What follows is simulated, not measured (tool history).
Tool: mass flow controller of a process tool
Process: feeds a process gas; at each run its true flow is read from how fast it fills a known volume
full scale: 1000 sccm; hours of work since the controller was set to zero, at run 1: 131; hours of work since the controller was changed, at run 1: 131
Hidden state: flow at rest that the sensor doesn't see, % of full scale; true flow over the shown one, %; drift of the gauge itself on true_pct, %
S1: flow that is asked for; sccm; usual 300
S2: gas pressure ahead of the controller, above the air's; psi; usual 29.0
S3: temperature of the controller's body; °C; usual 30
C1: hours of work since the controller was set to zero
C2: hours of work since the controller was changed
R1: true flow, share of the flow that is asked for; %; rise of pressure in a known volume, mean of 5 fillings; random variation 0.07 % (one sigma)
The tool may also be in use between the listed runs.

{"run": 1, "hour": 0.0, "S1": 300, "S2": 29.0, "S3": 30, "C1": 131, "C2": 131, "R1": 98.96}
{"run": 2, "hour": 94.0, "S1": 300, "S2": 29.0, "S3": 30, "C1": 188, "C2": 188, "R1": 99.0}
{"run": 3, "hour": 199.8, "S1": 300, "S2": 21.5, "S3": 30, "C1": 253, "C2": 253, "R1": 99.36}
{"run": 4, "hour": 249.2, "S1": 300, "S2": 29.0, "S3": 30, "C1": 283, "C2": 283, "R1": 99.03}
{"run": 5, "hour": 322.1, "S1": 300, "S2": 29.0, "S3": 30, "C1": 327, "C2": 327, "R1": 99.01}
{"run": 6, "hour": 416.6, "S1": 300, "S2": 30.7, "S3": 30, "C1": 385, "C2": 385, "R1": 98.9}
{"run": 7, "hour": 508.1, "S1": 300, "S2": 29.0, "S3": 30, "C1": 441, "C2": 441, "R1": 98.97}
{"run": 8, "hour": 556.1, "S1": 300, "S2": 29.0, "S3": 30, "C1": 470, "C2": 470, "R1": 99.0}
{"run": 9, "hour": 615.0, "S1": 300, "S2": 29.0, "S3": 30, "C1": 506, "C2": 506, "R1": 99.08}
{"run": 10, "hour": 724.7, "S1": 438, "S2": 29.0, "S3": 30, "C1": 573, "C2": 573, "R1": 99.31}
{"run": 11, "hour": 786.7, "S1": 438, "S2": 29.0, "S3": 30, "C1": 611, "C2": 611, "R1": 99.26}
{"run": 12, "hour": 874.5, "S1": 438, "S2": 29.0, "S3": 30, "C1": 664, "C2": 664, "R1": 99.19}
{"run": 13, "hour": 955.0, "S1": 287, "S2": 29.0, "S3": 30, "C1": 713, "C2": 713, "R1": 99.22}
{"run": 14, "hour": 1003.0, "S1": 287, "S2": 29.0, "S3": 30, "C1": 742, "C2": 742, "R1": 99.12}
{"run": 15, "hour": 1069.7, "S1": 287, "S2": 29.0, "S3": 30, "C1": 783, "C2": 783, "R1": 99.13}
{"run": 16, "hour": 1143.2, "S1": 287, "S2": 29.0, "S3": 30, "C1": 828, "C2": 828, "R1": 99.21}
{"run": 17, "hour": 1213.1, "S1": 238, "S2": 29.0, "S3": 30, "C1": 870, "C2": 870, "R1": 99.19}
{"run": 18, "hour": 1322.0, "S1": 300, "S2": 29.0, "S3": 30, "C1": 937, "C2": 937, "R1": 99.29}
{"run": 19, "hour": 1403.8, "S1": 300, "S2": 29.0, "S3": 30, "C1": 987, "C2": 987, "R1": 99.29}
{"run": 20, "hour": 1467.2, "S1": 300, "S2": 29.0, "S3": 30, "C1": 1025, "C2": 1025, "R1": 99.32}
{"run": 21, "hour": 1542.1, "S1": 300, "S2": 29.0, "S3": 30, "C1": 1071, "C2": 1071, "R1": 99.21}
{"run": 22, "hour": 1591.7, "S1": 300, "S2": 29.0, "S3": 30, "C1": 1101, "C2": 1101, "R1": 99.35}
{"run": 23, "hour": 1696.0, "S1": 197, "S2": 29.0, "S3": 30, "C1": 1165, "C2": 1165, "R1": 99.28}
{"run": 24, "hour": 1787.6, "S1": 197, "S2": 29.0, "S3": 30, "C1": 1221, "C2": 1221, "R1": 99.18}
{"run": 25, "hour": 1835.0, "S1": 129, "S2": 25.8, "S3": 25, "C1": 1249, "C2": 1249, "R1": 99.62}
{"run": 26, "hour": 1885.4, "S1": 100, "S2": 29.0, "S3": 39, "C1": 1280, "C2": 1280, "R1": 98.96}
{"run": 27, "hour": 1984.4, "S1": 231, "S2": 40.6, "S3": 26, "C1": 1340, "C2": 1340, "R1": 98.98}
{"run": 28, "hour": 2046.2, "S1": 872, "S2": 33.9, "S3": 22, "C1": 1378, "C2": 1378, "R1": 100.3}
{"run": 29, "hour": 2161.1, "S1": 872, "S2": 33.9, "S3": 22, "C1": 1448, "C2": 1448, "R1": 100.28}
{"run": 30, "hour": 2271.7, "S1": 872, "S2": 33.9, "S3": 22, "C1": 1515, "C2": 1515, "R1": 100.3}
{"run": 31, "hour": 2349.0, "S1": 300, "S2": 29.0, "S3": 29, "C1": 1563, "C2": 1563, "R1": 99.61}
{"run": 32, "hour": 2408.2, "S1": 791, "S2": 21.0, "S3": 30, "C1": 1599, "C2": 1599, "R1": 100.62}
{"run": 33, "hour": 2472.9, "S1": 454, "S2": 21.0, "S3": 39, "C1": 1638, "C2": 1638, "R1": 100.07}
{"run": 34, "hour": 2536.9, "S1": 454, "S2": 21.0, "S3": 39, "C1": 1677, "C2": 1677, "R1": 99.93}
{"run": 35, "hour": 2605.2, "S1": 107, "S2": 33.5, "S3": 35, "C1": 1719, "C2": 1719, "R1": 98.94}
{"run": 36, "hour": 2693.4, "S1": 107, "S2": 33.5, "S3": 35, "C1": 1773, "C2": 1773, "R1": 98.96}
{"run": 37, "hour": 2784.5, "S1": 133, "S2": 21.3, "S3": 28, "C1": 1828, "C2": 1828, "R1": 99.92}
{"run": 38, "hour": 2862.5, "S1": 401, "S2": 23.4, "S3": 34, "C1": 1876, "C2": 1876, "R1": 100.03}
{"run": 39, "hour": 2969.8, "S1": 401, "S2": 23.5, "S3": 21, "C1": 1941, "C2": 1941, "R1": 100.36}
{"run": 40, "hour": 3070.9, "S1": 167, "S2": 26.8, "S3": 21, "C1": 2003, "C2": 2003, "R1": 100.19}
{"run": 41, "hour": 3166.2, "S1": 167, "S2": 26.8, "S3": 21, "C1": 2061, "C2": 2061, "R1": 100.17}
{"run": 42, "hour": 3251.5, "S1": 481, "S2": 22.2, "S3": 24, "C1": 2113, "C2": 2113, "R1": 100.67}
{"run": 43, "hour": 3360.9, "S1": 481, "S2": 22.2, "S3": 24, "C1": 2179, "C2": 2179, "R1": 100.8}
{"run": 44, "hour": 3413.9, "S1": 120, "S2": 33.4, "S3": 39, "C1": 2212, "C2": 2212, "R1": 99.11}
{"hour": 3446.7, "done": "gauge calibrated"}
{"run": 45, "hour": 3487.3, "S1": 120, "S2": 24.1, "S3": 40, "C1": 2256, "C2": 2256, "R1": 98.73}
{"run": 46, "hour": 3565.4, "S1": 300, "S2": 30.5, "S3": 30, "C1": 2304, "C2": 2304, "R1": 98.81}
{"run": 47, "hour": 3616.8, "S1": 300, "S2": 30.5, "S3": 30, "C1": 2335, "C2": 2335, "R1": 98.86}
{"run": 48, "hour": 3713.7, "S1": 155, "S2": 23.1, "S3": 36, "C1": 2394, "C2": 2394, "R1": 98.93}

5 ways to go on from here, each from the tool as it stands after run 48. What would each give?
{"run": "A", "hour": 3822.6, "S1": 264, "S2": 33.6, "S3": 30, "C1": 2461, "C2": 2461, "R1": "?"}
{"run": "B", "hour": 3822.6, "S1": 300, "S2": 23.4, "S3": 32, "C1": 2461, "C2": 2461, "R1": "?"}
{"run": "C", "hour": 3822.6, "S1": 300, "S2": 21.0, "S3": 25, "C1": 2461, "C2": 2461, "R1": "?"}
{"run": "D", "hour": 3822.6, "S1": 350, "S2": 23.1, "S3": 37, "C1": 2461, "C2": 2461, "R1": "?"}
{"run": "E", "hour": 3822.6, "S1": 666, "S2": 24.4, "S3": 30, "C1": 2461, "C2": 2461, "R1": "?"}

run=A R1=98.77
run=B R1=99.21
run=C R1=99.55
run=D R1=98.98
run=E R1=99.61
Without the tool's hidden state the same runs would have given:
run=A R1=98.65
run=B R1=99.09
run=C R1=99.43
run=D R1=98.86
run=E R1=99.49
